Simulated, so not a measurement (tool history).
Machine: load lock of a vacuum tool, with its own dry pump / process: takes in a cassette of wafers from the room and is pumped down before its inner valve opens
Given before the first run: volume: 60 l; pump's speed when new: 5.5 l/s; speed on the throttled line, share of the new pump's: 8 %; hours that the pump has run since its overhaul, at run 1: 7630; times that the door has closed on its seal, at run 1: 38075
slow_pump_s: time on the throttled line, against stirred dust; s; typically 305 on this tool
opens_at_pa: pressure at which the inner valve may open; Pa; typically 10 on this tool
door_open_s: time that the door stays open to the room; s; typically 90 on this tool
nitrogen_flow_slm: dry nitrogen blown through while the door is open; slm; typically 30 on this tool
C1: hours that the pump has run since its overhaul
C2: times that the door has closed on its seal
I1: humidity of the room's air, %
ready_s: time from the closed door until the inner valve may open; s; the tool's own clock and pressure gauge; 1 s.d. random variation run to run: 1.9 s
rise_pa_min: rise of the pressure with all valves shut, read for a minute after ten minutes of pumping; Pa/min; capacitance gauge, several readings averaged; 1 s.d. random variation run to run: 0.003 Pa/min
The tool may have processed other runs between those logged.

{"run": 1, "hour": 0.0, "slow_pump_s": 305, "opens_at_pa": 10, "door_open_s": 90, "nitrogen_flow_slm": 30, "C1": 7630, "C2": 38075, "I1": 42.0, "ready_s": 381.9, "rise_pa_min": 0.009}
{"run": 2, "hour": 251.8, "slow_pump_s": 305, "opens_at_pa": 10, "door_open_s": 90, "nitrogen_flow_slm": 30, "C1": 7882, "C2": 39161, "I1": 45.4, "ready_s": 385.1, "rise_pa_min": 0.01}
{"hour": 426.6, "done": "door's seal changed, seat wiped"}
{"run": 3, "hour": 427.5, "slow_pump_s": 305, "opens_at_pa": 10, "door_open_s": 90, "nitrogen_flow_slm": 30, "C1": 8056, "C2": 4, "I1": 45.8, "ready_s": 377.4, "rise_pa_min": 0.008}
{"run": 4, "hour": 555.7, "slow_pump_s": 305, "opens_at_pa": 10, "door_open_s": 90, "nitrogen_flow_slm": 30, "C1": 8184, "C2": 557, "I1": 42.8, "ready_s": 382.3, "rise_pa_min": 0.01}
{"run": 5, "hour": 787.8, "slow_pump_s": 305, "opens_at_pa": 10, "door_open_s": 90, "nitrogen_flow_slm": 30, "C1": 8416, "C2": 1558, "I1": 42.2, "ready_s": 383.0, "rise_pa_min": 0.014}
{"run": 6, "hour": 1088.0, "slow_pump_s": 305, "opens_at_pa": 10, "door_open_s": 90, "nitrogen_flow_slm": 30, "C1": 8716, "C2": 2852, "I1": 45.8, "ready_s": 379.0, "rise_pa_min": 0.009}
{"run": 7, "hour": 1257.5, "slow_pump_s": 305, "opens_at_pa": 10, "door_open_s": 90, "nitrogen_flow_slm": 30, "C1": 8886, "C2": 3583, "I1": 43.7, "ready_s": 380.5, "rise_pa_min": 0.01}
{"run": 8, "hour": 1496.5, "slow_pump_s": 305, "opens_at_pa": 10, "door_open_s": 90, "nitrogen_flow_slm": 30, "C1": 9125, "C2": 4613, "I1": 45.0, "ready_s": 381.5, "rise_pa_min": 0.012}
{"run": 9, "hour": 1789.0, "slow_pump_s": 435, "opens_at_pa": 10, "door_open_s": 90, "nitrogen_flow_slm": 30, "C1": 9417, "C2": 5875, "I1": 48.0, "ready_s": 504.5, "rise_pa_min": 0.013}
{"run": 10, "hour": 1946.0, "slow_pump_s": 435, "opens_at_pa": 10, "door_open_s": 90, "nitrogen_flow_slm": 30, "C1": 9574, "C2": 6552, "I1": 43.9, "ready_s": 500.3, "rise_pa_min": 0.021}
{"run": 11, "hour": 2238.6, "slow_pump_s": 305, "opens_at_pa": 10, "door_open_s": 90, "nitrogen_flow_slm": 30, "C1": 9867, "C2": 7813, "I1": 42.4, "ready_s": 380.9, "rise_pa_min": 0.01}
{"run": 12, "hour": 2484.6, "slow_pump_s": 305, "opens_at_pa": 10, "door_open_s": 90, "nitrogen_flow_slm": 5, "C1": 10113, "C2": 8874, "I1": 41.4, "ready_s": 383.0, "rise_pa_min": 0.023}
{"run": 13, "hour": 2700.0, "slow_pump_s": 305, "opens_at_pa": 10, "door_open_s": 90, "nitrogen_flow_slm": 5, "C1": 10328, "C2": 9803, "I1": 45.8, "ready_s": 380.6, "rise_pa_min": 0.026}
{"run": 14, "hour": 2907.3, "slow_pump_s": 305, "opens_at_pa": 10, "door_open_s": 90, "nitrogen_flow_slm": 5, "C1": 10536, "C2": 10697, "I1": 44.8, "ready_s": 381.9, "rise_pa_min": 0.031}
{"run": 15, "hour": 3131.6, "slow_pump_s": 305, "opens_at_pa": 9, "door_open_s": 90, "nitrogen_flow_slm": 5, "C1": 10760, "C2": 11664, "I1": 46.6, "ready_s": 384.7, "rise_pa_min": 0.03}
{"run": 16, "hour": 3358.2, "slow_pump_s": 305, "opens_at_pa": 10, "door_open_s": 158, "nitrogen_flow_slm": 30, "C1": 10987, "C2": 12641, "I1": 44.0, "ready_s": 384.8, "rise_pa_min": 0.012}
{"run": 17, "hour": 3491.4, "slow_pump_s": 305, "opens_at_pa": 10, "door_open_s": 158, "nitrogen_flow_slm": 30, "C1": 11120, "C2": 13215, "I1": 41.5, "ready_s": 382.6, "rise_pa_min": 0.01}
{"run": 18, "hour": 3762.7, "slow_pump_s": 305, "opens_at_pa": 10, "door_open_s": 158, "nitrogen_flow_slm": 30, "C1": 11391, "C2": 14385, "I1": 43.8, "ready_s": 382.5, "rise_pa_min": 0.012}
{"run": 19, "hour": 4072.9, "slow_pump_s": 305, "opens_at_pa": 10, "door_open_s": 158, "nitrogen_flow_slm": 30, "C1": 11701, "C2": 15722, "I1": 47.5, "ready_s": 385.5, "rise_pa_min": 0.018}
{"run": 20, "hour": 4261.2, "slow_pump_s": 305, "opens_at_pa": 10, "door_open_s": 102, "nitrogen_flow_slm": 4, "C1": 11890, "C2": 16534, "I1": 46.5, "ready_s": 382.1, "rise_pa_min": 0.032}
{"run": 21, "hour": 4494.1, "slow_pump_s": 388, "opens_at_pa": 10, "door_open_s": 64, "nitrogen_flow_slm": 5, "C1": 12123, "C2": 17539, "I1": 46.1, "ready_s": 459.6, "rise_pa_min": 0.024}
{"run": 22, "hour": 4629.7, "slow_pump_s": 305, "opens_at_pa": 10, "door_open_s": 82, "nitrogen_flow_slm": 18, "C1": 12258, "C2": 18123, "I1": 46.7, "ready_s": 379.7, "rise_pa_min": 0.012}
{"run": 23, "hour": 4858.9, "slow_pump_s": 348, "opens_at_pa": 13, "door_open_s": 61, "nitrogen_flow_slm": 30, "C1": 12487, "C2": 19112, "I1": 45.8, "ready_s": 419.8, "rise_pa_min": 0.009}
{"run": 24, "hour": 5172.1, "slow_pump_s": 305, "opens_at_pa": 10, "door_open_s": 233, "nitrogen_flow_slm": 44, "C1": 12801, "C2": 20462, "I1": 48.1, "ready_s": 381.0, "rise_pa_min": 0.016}
{"run": 25, "hour": 5426.2, "slow_pump_s": 305, "opens_at_pa": 10, "door_open_s": 90, "nitrogen_flow_slm": 15, "C1": 13055, "C2": 21558, "I1": 45.6, "ready_s": 385.3, "rise_pa_min": 0.016}
{"run": 26, "hour": 5625.2, "slow_pump_s": 305, "opens_at_pa": 10, "door_open_s": 72, "nitrogen_flow_slm": 5, "C1": 13254, "C2": 22416, "I1": 43.1, "ready_s": 379.2, "rise_pa_min": 0.028}
{"run": 27, "hour": 5895.2, "slow_pump_s": 305, "opens_at_pa": 10, "door_open_s": 72, "nitrogen_flow_slm": 5, "C1": 13524, "C2": 23580, "I1": 48.3, "ready_s": 383.3, "rise_pa_min": 0.027}
{"run": 28, "hour": 6041.6, "slow_pump_s": 174, "opens_at_pa": 9, "door_open_s": 90, "nitrogen_flow_slm": 30, "C1": 13670, "C2": 24212, "I1": 43.2, "ready_s": 262.8, "rise_pa_min": 0.012}
{"run": 29, "hour": 6199.9, "slow_pump_s": 174, "opens_at_pa": 9, "door_open_s": 90, "nitrogen_flow_slm": 30, "C1": 13828, "C2": 24894, "I1": 47.8, "ready_s": 262.4, "rise_pa_min": 0.015}
{"run": 30, "hour": 6493.5, "slow_pump_s": 305, "opens_at_pa": 10, "door_open_s": 75, "nitrogen_flow_slm": 41, "C1": 14122, "C2": 26160, "I1": 48.5, "ready_s": 386.0, "rise_pa_min": 0.012}
{"run": 31, "hour": 6706.8, "slow_pump_s": 305, "opens_at_pa": 10, "door_open_s": 75, "nitrogen_flow_slm": 41, "C1": 14335, "C2": 27080, "I1": 44.3, "ready_s": 383.6, "rise_pa_min": 0.008}
{"run": 32, "hour": 6958.4, "slow_pump_s": 564, "opens_at_pa": 10, "door_open_s": 80, "nitrogen_flow_slm": 8, "C1": 14587, "C2": 28164, "I1": 48.6, "ready_s": 618.3, "rise_pa_min": 0.024}
{"run": 33, "hour": 7088.9, "slow_pump_s": 564, "opens_at_pa": 17, "door_open_s": 101, "nitrogen_flow_slm": 21, "C1": 14717, "C2": 28727, "I1": 45.0, "ready_s": 616.2, "rise_pa_min": 0.012}
{"run": 34, "hour": 7253.7, "slow_pump_s": 183, "opens_at_pa": 16, "door_open_s": 101, "nitrogen_flow_slm": 38, "C1": 14882, "C2": 29438, "I1": 45.2, "ready_s": 263.6, "rise_pa_min": 0.009}

How the hidden state differs across the entries between the runs, from the last listed run before each to the first after it:
Between runs 2 and 3: door's seal changed, seat wiped (hour 426.6)
  leak at the door's seal, Pa l/s: 0.0037 -> 0.002
